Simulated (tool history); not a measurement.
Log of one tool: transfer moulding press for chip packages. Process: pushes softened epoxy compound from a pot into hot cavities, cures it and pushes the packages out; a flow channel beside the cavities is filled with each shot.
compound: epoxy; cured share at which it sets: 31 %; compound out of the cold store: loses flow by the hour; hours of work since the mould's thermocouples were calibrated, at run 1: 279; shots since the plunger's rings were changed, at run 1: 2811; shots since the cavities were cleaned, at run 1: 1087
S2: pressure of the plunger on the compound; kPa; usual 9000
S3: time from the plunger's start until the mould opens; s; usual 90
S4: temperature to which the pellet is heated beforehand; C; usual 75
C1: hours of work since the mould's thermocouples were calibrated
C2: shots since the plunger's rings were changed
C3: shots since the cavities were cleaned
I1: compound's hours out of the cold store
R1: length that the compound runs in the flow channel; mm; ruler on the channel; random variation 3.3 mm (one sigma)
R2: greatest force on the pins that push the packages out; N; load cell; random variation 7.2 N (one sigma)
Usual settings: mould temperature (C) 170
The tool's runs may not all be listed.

run 1 hour=0.0 | mould_temperature_(C)=170 S2=9000 S3=90 S4=75 | C1=279 C2=2811 C3=1087 | I1=13.3 | R1=570 R2=498
-- hour=8.6 cavities cleaned with cleaning compound and waxed
run 2 hour=9.0 | mould_temperature_(C)=175 S2=9000 S3=90 S4=75 | C1=283 C2=2886 C3=4 | I1=38.1 | R1=482 R2=242
run 3 hour=19.0 | mould_temperature_(C)=170 S2=9000 S3=90 S4=75 | C1=289 C2=2987 C3=105 | I1=43.1 | R1=483 R2=312
run 4 hour=24.2 | mould_temperature_(C)=170 S2=9000 S3=90 S4=75 | C1=292 C2=3039 C3=157 | I1=9.3 | R1=574 R2=352
run 5 hour=36.7 | mould_temperature_(C)=170 S2=9000 S3=90 S4=75 | C1=299 C2=3165 C3=283 | I1=47.4 | R1=461 R2=361
run 6 hour=49.0 | mould_temperature_(C)=170 S2=9000 S3=103 S4=75 | C1=305 C2=3289 C3=407 | I1=27.6 | R1=520 R2=328
run 7 hour=54.8 | mould_temperature_(C)=170 S2=9000 S3=103 S4=75 | C1=309 C2=3347 C3=465 | I1=17.3 | R1=548 R2=369
run 8 hour=66.9 | mould_temperature_(C)=170 S2=7720 S3=103 S4=75 | C1=315 C2=3470 C3=588 | I1=41.3 | R1=445 R2=363
run 9 hour=73.1 | mould_temperature_(C)=170 S2=7720 S3=103 S4=75 | C1=319 C2=3532 C3=650 | I1=29.4 | R1=477 R2=380
run 10 hour=84.4 | mould_temperature_(C)=170 S2=7720 S3=103 S4=75 | C1=325 C2=3646 C3=764 | I1=10.0 | R1=530 R2=413
run 11 hour=94.0 | mould_temperature_(C)=169 S2=7720 S3=103 S4=75 | C1=331 C2=3742 C3=860 | I1=18.4 | R1=509 R2=402
run 12 hour=102.9 | mould_temperature_(C)=169 S2=7720 S3=103 S4=75 | C1=335 C2=3832 C3=950 | I1=47.6 | R1=435 R2=402
run 13 hour=112.5 | mould_temperature_(C)=168 S2=7720 S3=127 S4=77 | C1=341 C2=3929 C3=1047 | I1=20.4 | R1=507 R2=379
run 14 hour=122.2 | mould_temperature_(C)=168 S2=9940 S3=107 S4=71 | C1=346 C2=4026 C3=1144 | I1=8.6 | R1=609 R2=449
-- hour=125.4 cavities cleaned with cleaning compound and waxed
run 15 hour=134.9 | mould_temperature_(C)=164 S2=7380 S3=120 S4=75 | C1=352 C2=4139 C3=96 | I1=40.7 | R1=445 R2=278
run 16 hour=142.8 | mould_temperature_(C)=164 S2=7380 S3=120 S4=75 | C1=357 C2=4218 C3=175 | I1=25.0 | R1=486 R2=300

Forecast each of these 4 alternatives for the next run:
run A hour=155.1 | mould_temperature_(C)=172 S2=8070 S3=120 S4=76 | C1=364 C2=4342 C3=299 | I1=19.8 | R1=? R2=?
run B hour=155.1 | mould_temperature_(C)=175 S2=9000 S3=90 S4=75 | C1=364 C2=4342 C3=299 | I1=16.4 | R1=? R2=?
run C hour=155.1 | mould_temperature_(C)=165 S2=8040 S3=90 S4=75 | C1=364 C2=4342 C3=299 | I1=30.5 | R1=? R2=?
run D hour=155.1 | mould_temperature_(C)=164 S2=9590 S3=72 S4=74 | C1=364 C2=4342 C3=299 | I1=24.5 | R1=? R2=?

run=A R1=507 R2=295
run=B R1=534 R2=307
run=C R1=486 R2=520
run=D R1=558 R2=949
Without the tool's hidden state the same runs would have given:
run=A R1=526 R2=233
run=B R1=555 R2=245
run=C R1=505 R2=430
run=D R1=579 R2=776
